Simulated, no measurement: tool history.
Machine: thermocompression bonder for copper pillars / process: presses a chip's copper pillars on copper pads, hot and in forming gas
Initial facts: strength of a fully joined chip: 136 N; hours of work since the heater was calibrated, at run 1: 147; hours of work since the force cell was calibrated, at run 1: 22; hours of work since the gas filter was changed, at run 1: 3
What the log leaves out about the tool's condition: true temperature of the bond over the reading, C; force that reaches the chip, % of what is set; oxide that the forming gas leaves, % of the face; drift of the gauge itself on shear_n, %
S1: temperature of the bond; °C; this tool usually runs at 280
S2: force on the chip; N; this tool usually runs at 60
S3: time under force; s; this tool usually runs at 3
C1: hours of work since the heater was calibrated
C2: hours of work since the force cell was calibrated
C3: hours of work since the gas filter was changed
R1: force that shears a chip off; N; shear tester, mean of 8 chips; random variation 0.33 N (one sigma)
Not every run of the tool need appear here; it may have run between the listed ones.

run	hour	S1	S2	S3	C1	C2	C3	R1
1	0.0	280	60	3	147	22	3	75.8
2	14.4	280	60	3	153	28	9	75.3
3	29.0	261	60	3	160	35	16	56.8
4	36.4	261	60	3	163	38	19	56.8
5	47.5	261	49	3	168	43	24	48.8
6	59.5	261	49	3	173	49	29	48.7
7	74.2	280	60	4	180	55	36	82.7
8	87.1	280	60	3	186	61	42	75.9
9	97.0	280	60	3	190	65	46	75.8
10	105.1	280	60	3	194	69	50	76.1
11	118.0	280	60	3	200	75	55	75.5
12	125.0	280	60	3	203	78	58	75.7
13	138.1	280	60	3	208	84	64	75.7
14	152.5	280	47	3	215	90	71	64.2
15	164.4	280	47	3	220	95	76	64.6
16	177.1	306	60	5	226	101	82	112.3
17	187.8	268	60	4	231	106	87	70.5
18	202.3	296	84	3	237	112	93	107.1
19	215.2	280	77	3	243	118	99	86.5
20	227.7	252	59	5	249	124	104	58.8
21	240.0	252	59	5	254	129	110	58.3
22	248.7	280	52	5	258	133	114	81.2
23	258.4	280	60	7	262	137	118	96.1
24	265.2	305	60	2	265	140	121	90.0
# hour 275.9: forming gas filter changed
25	279.7	264	59	2	272	147	2	50.6

What differs in the tool's unlogged condition from the final listed run ahead of each entry between runs to the first listed run following it?
Logged between run 24 and run 25: forming gas filter changed (hour 275.9)
  oxide that the forming gas leaves, % of the face: 0.61 -> 0.5
